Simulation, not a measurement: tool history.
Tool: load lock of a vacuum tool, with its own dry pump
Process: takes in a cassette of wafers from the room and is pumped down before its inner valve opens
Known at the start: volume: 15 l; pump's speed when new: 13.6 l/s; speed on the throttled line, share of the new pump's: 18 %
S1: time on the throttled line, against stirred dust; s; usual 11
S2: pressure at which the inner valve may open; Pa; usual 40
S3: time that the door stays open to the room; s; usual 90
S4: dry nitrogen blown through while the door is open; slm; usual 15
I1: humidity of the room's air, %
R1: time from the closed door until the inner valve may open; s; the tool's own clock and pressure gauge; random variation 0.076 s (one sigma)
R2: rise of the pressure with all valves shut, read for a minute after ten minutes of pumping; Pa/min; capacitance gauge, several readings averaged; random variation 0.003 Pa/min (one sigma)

run 1 hour=0.0 | S1=11 S2=40 S3=90 S4=15 | I1=49.2 | R1=17.88 R2=0.185
run 2 hour=172.8 | S1=11 S2=40 S3=90 S4=15 | I1=46.7 | R1=17.96 R2=0.191
run 3 hour=393.3 | S1=11 S2=68 S3=90 S4=15 | I1=44.9 | R1=17.29 R2=0.204
run 4 hour=554.3 | S1=11 S2=68 S3=90 S4=15 | I1=43.7 | R1=17.44 R2=0.199
run 5 hour=845.6 | S1=11 S2=40 S3=90 S4=15 | I1=43.5 | R1=18.10 R2=0.217
run 6 hour=1008.3 | S1=11 S2=40 S3=90 S4=4 | I1=47.4 | R1=18.04 R2=0.235
run 7 hour=1161.1 | S1=11 S2=40 S3=90 S4=4 | I1=44.8 | R1=18.11 R2=0.231
run 8 hour=1297.3 | S1=11 S2=40 S3=90 S4=4 | I1=44.0 | R1=18.07 R2=0.243
run 9 hour=1465.9 | S1=11 S2=40 S3=90 S4=4 | I1=42.9 | R1=18.10 R2=0.244
run 10 hour=1676.1 | S1=12 S2=42 S3=90 S4=4 | I1=44.3 | R1=18.90 R2=0.256
run 11 hour=1838.4 | S1=16 S2=29 S3=87 S4=15 | I1=47.8 | R1=22.47 R2=0.256
run 12 hour=1969.2 | S1=8 S2=37 S3=87 S4=15 | I1=45.5 | R1=15.73 R2=0.254
run 13 hour=2215.3 | S1=8 S2=37 S3=87 S4=15 | I1=44.2 | R1=15.70 R2=0.265
run 14 hour=2449.5 | S1=11 S2=30 S3=44 S4=15 | I1=47.8 | R1=18.47 R2=0.274
run 15 hour=2709.6 | S1=11 S2=40 S3=90 S4=24 | I1=46.9 | R1=18.18 R2=0.279
run 16 hour=2981.6 | S1=11 S2=40 S3=90 S4=24 | I1=44.2 | R1=18.08 R2=0.294
run 17 hour=3188.5 | S1=11 S2=45 S3=90 S4=16 | I1=45.1 | R1=17.95 R2=0.308
run 18 hour=3465.6 | S1=18 S2=44 S3=46 S4=16 | I1=40.0 | R1=23.70 R2=0.297

3 ways to go on from here, each from the tool as it stands after run 18. What would each give?
run A hour=3621.9 | S1=18 S2=43 S3=72 S4=4 | I1=47.0 | R1=? R2=?
run B hour=3621.9 | S1=19 S2=44 S3=56 S4=16 | I1=43.8 | R1=? R2=?
run C hour=3621.9 | S1=6 S2=63 S3=46 S4=21 | I1=44.9 | R1=? R2=?

run=A R1=23.76 R2=0.342
run=B R1=24.36 R2=0.312
run=C R1=13.67 R2=0.318
Without the tool's hidden state the same runs would have given:
run=A R1=23.40 R2=0.056
run=B R1=24.01 R2=0.030
run=C R1=13.18 R2=0.032
